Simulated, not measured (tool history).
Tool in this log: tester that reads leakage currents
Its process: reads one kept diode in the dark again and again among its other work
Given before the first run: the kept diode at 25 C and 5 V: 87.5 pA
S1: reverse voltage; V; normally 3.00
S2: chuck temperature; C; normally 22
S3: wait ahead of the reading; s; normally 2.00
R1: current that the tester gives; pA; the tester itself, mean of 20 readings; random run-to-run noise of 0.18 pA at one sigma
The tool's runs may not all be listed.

run    hour     S1  S2    S3      R1
  1     0.0   3.00  22  2.00   60.46
  2    41.0   3.00  22  2.00   60.58
  3   133.6   1.66  22  2.00   50.90
  4   226.8   3.00  22  1.70   61.29
  5   307.5   3.00  22  2.70   61.82
  6   352.0   6.07  22  2.70   77.71
  7   402.9   3.00  22  2.00   61.95
  8   479.2   3.00  22  2.00   62.35
  9   517.9   3.00  22  2.00   62.92
 10   602.9   3.00  22  2.00   63.10
 11   653.9   3.00  22  0.74   63.92
 12   703.8  18.04  22  0.73  119.77
 13   747.0  16.26  43  1.42  533.42
 14   788.2   1.41  38  0.89  173.27
 15   868.4   3.00  23  1.21   69.64
 16   960.6   3.00  26  2.00   88.83
 17  1018.2  18.71  22  9.12  121.39
 18  1080.3  18.71  22  9.12  122.81

Below are 5 alternative next runs, each starting from the tool's condition after run 18. Predict each:
  A  1164.9   1.88  43  1.08   ?
  B  1164.9   3.00  30  2.00   ?
  C  1164.9  18.71  51  9.12   ?
  D  1164.9  13.23  22  2.00   ?
  E  1164.9  11.64  29  9.12   ?

run       R1
  A   278.37
  B   122.78
  C  1002.88
  D   109.25
  E   176.85
Stripped of hidden state, with their random variation kept, the same runs would have yielded:
run      R1
  A  256.60
  B  111.45
  C  922.09
  D   93.84
  E  157.00

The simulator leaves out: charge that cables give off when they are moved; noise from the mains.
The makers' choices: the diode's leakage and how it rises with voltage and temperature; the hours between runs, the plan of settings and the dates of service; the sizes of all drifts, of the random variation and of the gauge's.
